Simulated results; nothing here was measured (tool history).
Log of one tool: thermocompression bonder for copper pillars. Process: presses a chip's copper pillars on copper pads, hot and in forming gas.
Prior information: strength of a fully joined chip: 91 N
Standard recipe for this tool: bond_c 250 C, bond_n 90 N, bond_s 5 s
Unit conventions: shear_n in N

run,hour,bond_c,bond_n,bond_s,shear_n
1,0.0,250,90,5,34.2
2,10.6,250,90,5,35.7
3,19.3,250,90,5,34.6
4,30.0,250,90,5,35.3
5,39.9,250,122,5,44.2
6,47.8,250,122,5,43.5
7,58.3,250,122,5,44.6
8,63.6,250,104,5,38.9
9,74.5,250,90,5,35.7
10,81.1,250,92,5,35.7
11,87.3,250,92,5,36.8
12,95.1,250,92,5,34.8
13,106.7,250,90,9,42.7
14,117.8,250,90,9,43.3
# hour 120.0: force cell calibrated
15,124.8,250,124,5,43.8
16,134.1,250,124,5,45.1
# hour 139.7: force cell calibrated, once more
17,141.7,250,124,5,44.2
18,148.7,250,124,5,43.6
19,160.3,250,124,5,43.2
20,171.9,250,90,5,34.3
21,178.3,250,117,5,40.8
22,187.3,250,117,5,42.7
23,194.7,250,92,12,47.4
24,202.5,250,92,12,46.6
25,211.6,250,92,12,47.3
26,220.3,250,120,12,55.9
27,226.6,250,120,12,56.7
28,232.5,252,122,6,46.9
29,242.1,264,63,7,35.7
30,249.2,277,59,9,43.8
31,260.6,250,92,3,27.6
32,272.2,250,92,3,28.0
33,283.6,256,95,11,50.0
34,293.8,279,109,3,46.2
35,303.5,242,117,5,36.4
36,310.6,265,101,5,44.5
37,321.5,265,101,5,44.5
38,333.7,252,75,4,26.1
39,344.8,252,75,4,26.6

What would each run have given without the hidden state, its run-to-run variation left as it was?
Hidden conditions of the tool in this case: true temperature of the bond over the reading, C; force that reaches the chip, % of what is set; oxide that the forming gas leaves, % of the face; drift of the gauge itself on shear_n, %.
run,shear_n
1,38.1
2,39.7
3,38.7
4,39.4
5,49.1
6,48.5
7,49.8
8,43.6
9,40.1
10,40.2
11,41.4
12,39.4
13,48.1
14,48.8
15,49.2
16,50.6
17,50.0
18,49.4
19,49.1
20,39.3
21,46.6
22,48.7
23,53.9
24,53.0
25,54.0
26,63.2
27,64.1
28,53.7
29,41.2
30,50.1
31,32.3
32,32.8
33,57.3
34,53.0
35,42.7
36,51.4
37,51.5
38,31.0
39,31.7

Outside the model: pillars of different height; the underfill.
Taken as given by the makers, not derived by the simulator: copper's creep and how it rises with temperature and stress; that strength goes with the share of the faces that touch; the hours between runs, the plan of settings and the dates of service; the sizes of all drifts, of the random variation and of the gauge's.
